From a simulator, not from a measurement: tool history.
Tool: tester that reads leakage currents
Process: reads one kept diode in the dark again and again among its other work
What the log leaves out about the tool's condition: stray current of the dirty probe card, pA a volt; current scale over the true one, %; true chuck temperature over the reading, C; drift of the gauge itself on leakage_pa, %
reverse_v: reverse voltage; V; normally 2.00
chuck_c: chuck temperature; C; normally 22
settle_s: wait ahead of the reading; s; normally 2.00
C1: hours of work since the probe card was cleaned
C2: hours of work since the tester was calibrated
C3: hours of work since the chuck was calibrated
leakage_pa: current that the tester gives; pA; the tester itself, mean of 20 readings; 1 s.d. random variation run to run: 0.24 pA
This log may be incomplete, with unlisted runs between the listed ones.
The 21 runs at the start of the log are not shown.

run 22 hour=3777.5 | reverse_v=2.00 chuck_c=57 settle_s=0.41 | C1=2899 C2=2088 C3=393 | leakage_pa=1650.88
run 23 hour=3904.2 | reverse_v=3.40 chuck_c=23 settle_s=0.53 | C1=2993 C2=2182 C3=487 | leakage_pa=117.37
run 24 hour=4146.6 | reverse_v=3.40 chuck_c=23 settle_s=0.53 | C1=3172 C2=2361 C3=665 | leakage_pa=116.93
-- hour=4166.3 tester calibrated
run 25 hour=4352.3 | reverse_v=3.40 chuck_c=23 settle_s=0.53 | C1=3322 C2=137 C3=815 | leakage_pa=114.41
run 26 hour=4472.2 | reverse_v=8.54 chuck_c=23 settle_s=0.49 | C1=3410 C2=226 C3=904 | leakage_pa=198.50
run 27 hour=4625.4 | reverse_v=8.54 chuck_c=23 settle_s=0.49 | C1=3523 C2=339 C3=1017 | leakage_pa=197.68
run 28 hour=4826.0 | reverse_v=8.54 chuck_c=59 settle_s=0.63 | C1=3671 C2=487 C3=1165 | leakage_pa=4235.24
run 29 hour=5031.9 | reverse_v=3.93 chuck_c=33 settle_s=0.33 | C1=3823 C2=638 C3=1317 | leakage_pa=308.01
-- hour=5135.3 probe card cleaned and baked
run 30 hour=5193.9 | reverse_v=3.93 chuck_c=33 settle_s=0.33 | C1=43 C2=756 C3=1434 | leakage_pa=300.53
run 31 hour=5404.0 | reverse_v=3.93 chuck_c=23 settle_s=5.06 | C1=198 C2=911 C3=1589 | leakage_pa=114.32
run 32 hour=5509.9 | reverse_v=2.22 chuck_c=20 settle_s=4.59 | C1=276 C2=989 C3=1667 | leakage_pa=61.29
-- hour=5684.1 chuck's temperature calibrated
run 33 hour=5689.0 | reverse_v=1.39 chuck_c=57 settle_s=2.62 | C1=407 C2=1119 C3=4 | leakage_pa=1377.39
run 34 hour=5871.4 | reverse_v=6.61 chuck_c=24 settle_s=3.55 | C1=541 C2=1254 C3=138 | leakage_pa=189.68
run 35 hour=6036.1 | reverse_v=6.61 chuck_c=24 settle_s=3.55 | C1=663 C2=1375 C3=260 | leakage_pa=188.46
run 36 hour=6173.4 | reverse_v=2.94 chuck_c=22 settle_s=0.49 | C1=764 C2=1476 C3=361 | leakage_pa=98.67
run 37 hour=6292.6 | reverse_v=1.09 chuck_c=29 settle_s=0.53 | C1=852 C2=1564 C3=449 | leakage_pa=107.11
run 38 hour=6527.7 | reverse_v=1.09 chuck_c=27 settle_s=0.53 | C1=1025 C2=1738 C3=622 | leakage_pa=87.73
run 39 hour=6709.4 | reverse_v=2.00 chuck_c=31 settle_s=7.72 | C1=1159 C2=1872 C3=756 | leakage_pa=179.28
run 40 hour=6882.0 | reverse_v=2.00 chuck_c=31 settle_s=7.72 | C1=1287 C2=1999 C3=883 | leakage_pa=176.67

What if the next run were any one of these 3? Each begins from the tool's condition after run 40:
run A hour=7024.1 | reverse_v=2.00 chuck_c=30 settle_s=2.00 | C1=1391 C2=2104 C3=988 | leakage_pa=?
run B hour=7024.1 | reverse_v=4.41 chuck_c=22 settle_s=1.39 | C1=1391 C2=2104 C3=988 | leakage_pa=?
run C hour=7024.1 | reverse_v=4.09 chuck_c=31 settle_s=7.72 | C1=1391 C2=2104 C3=988 | leakage_pa=?

run=A leakage_pa=162.26
run=B leakage_pa=119.90
run=C leakage_pa=267.59
Without the tool's unlogged condition, the same runs would have read:
run=A leakage_pa=167.00
run=B leakage_pa=122.52
run=C leakage_pa=275.04

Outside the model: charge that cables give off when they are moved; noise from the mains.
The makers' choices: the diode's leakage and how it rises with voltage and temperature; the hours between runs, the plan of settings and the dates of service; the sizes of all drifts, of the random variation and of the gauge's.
